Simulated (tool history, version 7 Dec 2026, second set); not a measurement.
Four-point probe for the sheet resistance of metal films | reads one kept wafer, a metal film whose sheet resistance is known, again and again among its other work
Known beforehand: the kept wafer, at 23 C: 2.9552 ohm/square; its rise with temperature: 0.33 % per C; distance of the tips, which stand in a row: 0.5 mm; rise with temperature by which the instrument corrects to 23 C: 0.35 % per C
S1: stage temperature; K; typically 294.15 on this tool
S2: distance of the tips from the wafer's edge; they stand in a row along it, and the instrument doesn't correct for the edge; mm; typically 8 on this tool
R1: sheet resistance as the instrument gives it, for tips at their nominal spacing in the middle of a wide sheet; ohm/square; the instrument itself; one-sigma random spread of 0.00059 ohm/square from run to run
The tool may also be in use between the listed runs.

{"run": 1, "hour": 0.0, "S1": 294.15, "S2": 8, "R1": 2.977393}
{"run": 2, "hour": 13.1, "S1": 294.15, "S2": 8, "R1": 2.976925}
{"run": 3, "hour": 26.0, "S1": 294.15, "S2": 8, "R1": 2.97587}
{"run": 4, "hour": 49.0, "S1": 294.15, "S2": 8, "R1": 2.97717}
{"run": 5, "hour": 58.9, "S1": 294.15, "S2": 8, "R1": 2.976466}
{"run": 6, "hour": 69.7, "S1": 294.15, "S2": 8, "R1": 2.97694}
{"run": 7, "hour": 89.7, "S1": 301.15, "S2": 8, "R1": 2.972165}
{"run": 8, "hour": 113.3, "S1": 296.15, "S2": 42, "R1": 2.968792}
{"run": 9, "hour": 128.7, "S1": 297.15, "S2": 33, "R1": 2.969762}
{"run": 10, "hour": 143.1, "S1": 297.15, "S2": 33, "R1": 2.970066}
{"run": 11, "hour": 161.1, "S1": 294.15, "S2": 48, "R1": 2.971856}
{"run": 12, "hour": 183.2, "S1": 297.15, "S2": 16, "R1": 2.971869}
{"run": 13, "hour": 200.5, "S1": 294.15, "S2": 7, "R1": 2.979725}
{"run": 14, "hour": 223.4, "S1": 298.15, "S2": 34, "R1": 2.970235}

Each row is a separate what-if for the run after 14, all from the same tool condition, not one after another. Results?
{"run": "A", "hour": 237.9, "S1": 305.15, "S2": 3, "R1": "?"}
{"run": "B", "hour": 237.9, "S1": 296.15, "S2": 48, "R1": "?"}
{"run": "C", "hour": 237.9, "S1": 299.15, "S2": 8, "R1": "?"}
{"run": "D", "hour": 237.9, "S1": 293.15, "S2": 25, "R1": "?"}
{"run": "E", "hour": 237.9, "S1": 292.15, "S2": 31, "R1": "?"}

run=A R1=3.008570
run=B R1=2.972694
run=C R1=2.974524
run=D R1=2.973908
run=E R1=2.975538
Without the tool's hidden state the same runs would have given:
run=A R1=2.992024
run=B R1=2.956365
run=C R1=2.958174
run=D R1=2.957587
run=E R1=2.959212
